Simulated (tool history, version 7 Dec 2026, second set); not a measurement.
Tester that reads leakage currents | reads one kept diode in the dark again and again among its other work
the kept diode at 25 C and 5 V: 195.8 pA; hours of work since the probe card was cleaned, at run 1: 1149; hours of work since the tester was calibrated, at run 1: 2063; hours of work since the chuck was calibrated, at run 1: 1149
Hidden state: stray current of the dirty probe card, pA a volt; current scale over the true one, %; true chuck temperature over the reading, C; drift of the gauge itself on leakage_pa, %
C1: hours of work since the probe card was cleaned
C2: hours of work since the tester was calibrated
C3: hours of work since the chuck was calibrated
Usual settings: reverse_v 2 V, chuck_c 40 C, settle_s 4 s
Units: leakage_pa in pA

Run 1, hour 0: usual settings; C1 1149; C2 2063; C3 1149. Result: leakage_pa 380.42 pA.
At hour 18.9: chuck's temperature calibrated.
At hour 99.8: probe card cleaned and baked.
Run 2, hour 201.3: usual settings; C1 41; C2 2141; C3 72. Result: leakage_pa 379.2 pA.
Run 3, hour 349: usual settings; C1 100; C2 2201; C3 131. Result: leakage_pa 381.66 pA.
Run 4, hour 524.4: usual settings; C1 170; C2 2271; C3 201. Result: leakage_pa 382.03 pA.
Run 5, hour 749.2: usual settings but reverse_v 2.44 V; C1 260; C2 2361; C3 291. Result: leakage_pa 411.65 pA.
Run 6, hour 866.5: usual settings but chuck_c 24 C; C1 307; C2 2408; C3 338. Result: leakage_pa 125.08 pA.
Run 7, hour 1062.3: usual settings but chuck_c 24 C; C1 385; C2 2486; C3 417. Result: leakage_pa 125.53 pA.
Run 8, hour 1217.1: usual settings but chuck_c 47 C; C1 447; C2 2548; C3 478. Result: leakage_pa 594.24 pA.
Run 9, hour 1373.8: usual settings but chuck_c 47 C; C1 510; C2 2611; C3 541. Result: leakage_pa 596.41 pA.
Run 10, hour 1628.2: usual settings but chuck_c 47 C; C1 612; C2 2713; C3 643. Result: leakage_pa 601.01 pA.
Run 11, hour 1789.7: usual settings; C1 676; C2 2777; C3 708. Result: leakage_pa 379.15 pA.
Run 12, hour 2030.6: usual settings; C1 773; C2 2874; C3 804. Result: leakage_pa 381.44 pA.
Run 13, hour 2197.9: usual settings; C1 840; C2 2941; C3 871. Result: leakage_pa 380.24 pA.
Run 14, hour 2413: usual settings; C1 926; C2 3027; C3 957. Result: leakage_pa 380.04 pA.
Run 15, hour 2570.6: usual settings but reverse_v 3.84 V; C1 989; C2 3090; C3 1020. Result: leakage_pa 494.65 pA.
Run 16, hour 2804.7: usual settings but reverse_v 3.84 V; C1 1083; C2 3184; C3 1114. Result: leakage_pa 495.25 pA.
At hour 2912.6: chuck's temperature calibrated.
Run 17, hour 2947.5: usual settings but reverse_v 2.3 V; C1 1139; C2 3240; C3 14. Result: leakage_pa 401.69 pA.
At hour 3061.8: probe card cleaned and baked.
Run 18, hour 3072.5: usual settings but reverse_v 2.3 V; C1 4; C2 3289; C3 63. Result: leakage_pa 401.81 pA.
Run 19, hour 3214.1: usual settings but reverse_v 2.3 V; C1 61; C2 3346; C3 120. Result: leakage_pa 401.63 pA.
Run 20, hour 3416.3: usual settings; C1 142; C2 3427; C3 200. Result: leakage_pa 380.36 pA.
Run 21, hour 3615.7: usual settings but reverse_v 2.46 V, chuck_c 28 C, settle_s 4.42 s; C1 222; C2 3506; C3 280. Result: leakage_pa 180.99 pA.
Run 22, hour 3806.4: usual settings but reverse_v 2.46 V, chuck_c 28 C, settle_s 4.42 s; C1 298; C2 3583; C3 357. Result: leakage_pa 181.83 pA.
Run 23, hour 4050.6: usual settings but reverse_v 2.46 V, chuck_c 28 C, settle_s 4.42 s; C1 396; C2 3681; C3 454. Result: leakage_pa 180.92 pA.
Run 24, hour 4188.4: usual settings but reverse_v 5.74 V, chuck_c 43 C, settle_s 2.9 s; C1 451; C2 3736; C3 510. Result: leakage_pa 715.71 pA.
Run 25, hour 4330.1: usual settings but reverse_v 7.29 V, chuck_c 43 C, settle_s 0.39 s; C1 508; C2 3792; C3 566. Result: leakage_pa 787.19 pA.
Run 26, hour 4502.5: usual settings but reverse_v 7.29 V, chuck_c 43 C, settle_s 0.39 s; C1 577; C2 3861; C3 635. Result: leakage_pa 790.37 pA.
Run 27, hour 4763.5: usual settings but reverse_v 7.29 V, chuck_c 43 C, settle_s 1.49 s; C1 681; C2 3966; C3 740. Result: leakage_pa 785.11 pA.
Run 28, hour 4893.7: usual settings but chuck_c 22 C, settle_s 6.42 s; C1 733; C2 4018; C3 792. Result: leakage_pa 107.86 pA.
Run 29, hour 5067.9: usual settings but reverse_v 2.02 V, chuck_c 20 C, settle_s 0.33 s; C1 803; C2 4088; C3 862. Result: leakage_pa 94.68 pA.
Run 30, hour 5271.4: usual settings but chuck_c 45 C, settle_s 0.48 s; C1 885; C2 4169; C3 943. Result: leakage_pa 526.52 pA.

The next listed run, before its measurement:
Run 31, hour 5521.1: usual settings but reverse_v 13.72 V, chuck_c 37 C, settle_s 1.22 s; C1 985; C2 4269; C3 1043. Result: leakage_pa ?.

{"run 31": {"leakage_pa": 691.7}}
Without the tool's hidden state the same run would have given leakage_pa 691.22 pA.
